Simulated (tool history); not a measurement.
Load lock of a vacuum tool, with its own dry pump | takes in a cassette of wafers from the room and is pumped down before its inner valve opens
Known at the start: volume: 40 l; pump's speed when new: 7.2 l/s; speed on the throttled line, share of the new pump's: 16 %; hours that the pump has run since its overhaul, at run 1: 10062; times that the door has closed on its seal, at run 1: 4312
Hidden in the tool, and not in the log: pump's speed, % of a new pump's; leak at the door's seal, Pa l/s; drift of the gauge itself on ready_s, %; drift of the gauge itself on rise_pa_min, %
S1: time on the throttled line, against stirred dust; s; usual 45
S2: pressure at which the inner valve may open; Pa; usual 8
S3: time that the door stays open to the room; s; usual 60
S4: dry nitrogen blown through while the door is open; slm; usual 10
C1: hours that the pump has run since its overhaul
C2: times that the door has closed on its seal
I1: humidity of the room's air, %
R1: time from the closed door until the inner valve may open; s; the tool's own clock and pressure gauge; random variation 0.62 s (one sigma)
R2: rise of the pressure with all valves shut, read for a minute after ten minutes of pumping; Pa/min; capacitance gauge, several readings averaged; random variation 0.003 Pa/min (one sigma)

{"run": 1, "hour": 0.0, "S1": 45, "S2": 8, "S3": 60, "S4": 10, "C1": 10062, "C2": 4312, "I1": 46.4, "R1": 101.5, "R2": 0.066}
{"run": 2, "hour": 142.9, "S1": 45, "S2": 8, "S3": 60, "S4": 10, "C1": 10204, "C2": 4477, "I1": 44.2, "R1": 100.6, "R2": 0.064}
{"run": 3, "hour": 269.6, "S1": 45, "S2": 8, "S3": 60, "S4": 10, "C1": 10331, "C2": 4622, "I1": 44.2, "R1": 101.8, "R2": 0.061}
{"run": 4, "hour": 492.9, "S1": 45, "S2": 8, "S3": 60, "S4": 10, "C1": 10555, "C2": 4879, "I1": 44.4, "R1": 102.2, "R2": 0.06}
{"run": 5, "hour": 630.3, "S1": 45, "S2": 8, "S3": 125, "S4": 10, "C1": 10692, "C2": 5037, "I1": 45.8, "R1": 101.5, "R2": 0.087}
{"run": 6, "hour": 776.5, "S1": 45, "S2": 8, "S3": 32, "S4": 10, "C1": 10838, "C2": 5205, "I1": 44.3, "R1": 102.1, "R2": 0.058}
{"run": 7, "hour": 949.3, "S1": 45, "S2": 8, "S3": 32, "S4": 10, "C1": 11011, "C2": 5404, "I1": 46.0, "R1": 102.9, "R2": 0.06}
{"run": 8, "hour": 1168.5, "S1": 46, "S2": 8, "S3": 32, "S4": 10, "C1": 11230, "C2": 5656, "I1": 44.4, "R1": 102.5, "R2": 0.06}
{"run": 9, "hour": 1393.5, "S1": 45, "S2": 8, "S3": 60, "S4": 10, "C1": 11455, "C2": 5915, "I1": 44.8, "R1": 102.7, "R2": 0.065}
{"run": 10, "hour": 1642.3, "S1": 45, "S2": 8, "S3": 60, "S4": 10, "C1": 11704, "C2": 6201, "I1": 47.6, "R1": 102.1, "R2": 0.073}
{"run": 11, "hour": 1832.6, "S1": 89, "S2": 8, "S3": 60, "S4": 10, "C1": 11894, "C2": 6420, "I1": 47.1, "R1": 138.5, "R2": 0.079}
{"run": 12, "hour": 2083.0, "S1": 89, "S2": 8, "S3": 60, "S4": 10, "C1": 12145, "C2": 6708, "I1": 42.8, "R1": 137.4, "R2": 0.071}
{"run": 13, "hour": 2328.7, "S1": 89, "S2": 8, "S3": 60, "S4": 10, "C1": 12390, "C2": 6991, "I1": 44.8, "R1": 139.6, "R2": 0.072}
{"run": 14, "hour": 2555.9, "S1": 43, "S2": 8, "S3": 60, "S4": 10, "C1": 12618, "C2": 7252, "I1": 50.4, "R1": 102.1, "R2": 0.081}
{"run": 15, "hour": 2752.7, "S1": 43, "S2": 8, "S3": 60, "S4": 10, "C1": 12814, "C2": 7478, "I1": 48.1, "R1": 102.7, "R2": 0.075}
{"run": 16, "hour": 2985.5, "S1": 45, "S2": 16, "S3": 60, "S4": 10, "C1": 13047, "C2": 7746, "I1": 49.5, "R1": 99.9, "R2": 0.083}
{"hour": 3073.5, "done": "dry pump taken out, an overhauled one fitted"}
{"run": 17, "hour": 3134.2, "S1": 45, "S2": 16, "S3": 60, "S4": 10, "C1": 61, "C2": 7910, "I1": 44.8, "R1": 86.1, "R2": 0.077}

The next listed run, before its measurement:
{"run": 18, "hour": 3403.3, "S1": 44, "S2": 15, "S3": 117, "S4": 33, "C1": 330, "C2": 8220, "I1": 44.9, "R1": "?", "R2": "?"}

{"run 18": {"R1": 86.8, "R2": 0.066}}
Without the tool's hidden state the same run would have given R1 85.8 s, R2 0.042 Pa/min.
